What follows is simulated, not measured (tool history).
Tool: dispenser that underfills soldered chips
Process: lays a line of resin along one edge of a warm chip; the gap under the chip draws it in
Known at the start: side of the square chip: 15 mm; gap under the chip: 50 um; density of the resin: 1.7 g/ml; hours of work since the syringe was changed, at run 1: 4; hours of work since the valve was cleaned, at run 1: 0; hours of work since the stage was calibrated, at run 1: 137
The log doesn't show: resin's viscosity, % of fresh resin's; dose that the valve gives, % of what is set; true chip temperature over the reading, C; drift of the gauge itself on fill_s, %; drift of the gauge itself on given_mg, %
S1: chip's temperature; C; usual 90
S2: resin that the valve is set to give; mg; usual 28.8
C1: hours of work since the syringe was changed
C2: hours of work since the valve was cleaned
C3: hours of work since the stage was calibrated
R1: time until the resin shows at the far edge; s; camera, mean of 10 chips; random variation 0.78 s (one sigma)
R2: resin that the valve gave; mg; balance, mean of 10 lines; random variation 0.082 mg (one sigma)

run,day,S1,S2,C1,C2,C3,R1,R2
1,0,90,28.8,4,0,137,110.6,28.87
2,0.371,90,28.8,11,6,143,181.9,28.66
# day 0.454: new syringe of resin
3,0.662,90,27.1,3,11,148,101.6,26.93
4,0.946,78,28.8,8,15,152,245.8,28.75
# day 1.188: new syringe of resin
5,1.4,78,28.8,3,22,159,172.2,28.58
6,1.808,78,28.8,10,29,166,302.1,28.43
# day 1.921: new syringe of resin
7,2.158,78,28.8,4,35,172,174.8,28.49
8,2.508,90,35.2,10,40,177,163.1,34.53
# day 2.625: new syringe of resin
9,2.725,90,28.8,2,44,181,88.1,28.25
10,2.979,90,28.8,6,48,185,126.3,28.31
# day 3.346: new syringe of resin
11,3.35,90,28.8,0,54,191,77.9,28.18
12,3.771,90,28.8,7,60,197,137.6,27.97
# day 4.067: new syringe of resin
13,4.138,90,28.8,1,66,203,83.8,28.13
14,4.442,90,28.8,6,71,208,129.7,27.93
15,4.721,90,28.8,11,76,213,189.6,27.97
# day 4.788: new syringe of resin
16,5.171,90,28,6,83,220,131.8,27.04
17,5.358,90,28.8,9,86,223,164.5,27.83
# day 5.512: new syringe of resin
18,5.704,76,28.8,3,91,228,190.8,27.73
19,6.008,76,28.8,8,96,233,290,27.65
# day 6.175: dispensing valve cleaned and set on the balance
# day 6.258: new syringe of resin
20,6.412,95,29.9,3,4,239,78.5,29.96
21,6.683,80,30.3,7,8,243,215.3,30.24
# day 6.962: new syringe of resin
22,7.129,80,30.3,3,15,250,146.8,30.22
23,7.525,85,28.8,9,22,257,205.5,28.69
# day 7.675: new syringe of resin
24,7.875,80,30.3,3,27,262,157.7,30.06
25,8.067,77,25,6,30,265,246.5,24.74
# day 8.383: new syringe of resin
26,8.429,88,24.8,1,36,271,94.9,24.53
27,8.733,88,24.8,6,41,276,137.7,24.47
28,9.029,88,24.8,11,46,281,215.5,24.4
# day 9.088: new syringe of resin
29,9.408,86,32.9,5,52,287,142.2,32.3
30,9.742,93,33.9,11,57,292,164.6,33.27
# day 9.792: new syringe of resin
31,10.125,93,33.9,5,63,298,108.5,33.12
32,10.421,93,33.9,10,68,303,164.3,33.17
# day 10.504: new syringe of resin
33,10.829,90,27.1,5,74,310,127.1,26.51
34,11.117,90,27.1,10,79,314,191.9,26.21
# day 11.204: new syringe of resin
35,11.571,90,27.1,6,86,321,134.8,26.12

The same runs without the tool's hidden state, with the same run-to-run variation:
run,R1,R2
1,72.3,28.86
2,72,28.73
3,73.6,27.05
4,120,28.94
5,122.1,28.85
6,123.2,28.78
7,120.7,28.91
8,70.2,35.11
9,72.3,28.77
10,73.6,28.88
11,72.2,28.82
12,72.3,28.69
13,71.1,28.91
14,72.8,28.78
15,72.9,28.88
16,72.8,28
17,70.5,28.85
18,133.5,28.82
19,134.3,28.79
20,59,29.9
21,111.4,30.23
22,109.1,30.3
23,89.4,28.84
24,110.2,30.28
25,132.3,24.95
26,82.3,24.81
27,79.2,24.79
28,83,24.76
29,84.7,32.87
30,62.5,33.93
31,62.7,33.85
32,63.3,33.98
33,72.9,27.23
34,74.5,26.97
35,72.7,26.96
